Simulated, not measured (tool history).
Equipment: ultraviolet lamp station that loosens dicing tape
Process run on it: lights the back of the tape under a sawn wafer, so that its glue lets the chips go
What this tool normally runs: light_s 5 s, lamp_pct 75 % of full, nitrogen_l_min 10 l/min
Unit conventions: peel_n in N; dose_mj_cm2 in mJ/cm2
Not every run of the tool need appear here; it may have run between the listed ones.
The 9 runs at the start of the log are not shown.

run,hour,light_s,lamp_pct,nitrogen_l_min,hours of work of the lamp,hours of work since the window was cleaned,peel_n,dose_mj_cm2
10,221.7,4,75,10,732,254,3.022,126
11,236.2,4,75,10,740,262,3.044,123
12,262.7,4,75,10,756,278,3.155,122
13,289.4,5,75,10,772,294,2.384,155
14,307.5,5,75,4,783,305,3.739,152
15,338.1,5,75,3,801,323,4.421,150
16,364.0,5,75,3,816,338,4.329,144
# hour 369.1: lamp changed
17,386.4,5,75,3,10,351,3.173,193
18,399.8,4,75,10,18,359,2.284,157
19,425.3,4,75,10,33,374,2.288,156
20,441.2,5,75,10,43,384,1.591,192
21,467.3,5,75,10,58,399,1.612,190
22,498.1,5,75,10,77,417,1.663,183
# hour 501.3: window cleaned of glue's vapour
23,520.4,5,75,10,90,11,1.324,209
24,551.7,5,78,10,108,30,1.257,215

Run 25, settings as shown, results not yet in. Your forecast:
25,569.8,5,61,5,119,41,?,?

{"run 25": {"peel_n": 3.037, "dose_mj_cm2": 169}}
With no hidden state in the tool, this same run would have given peel_n 2.808 N, dose_mj_cm2 179 mJ/cm2.
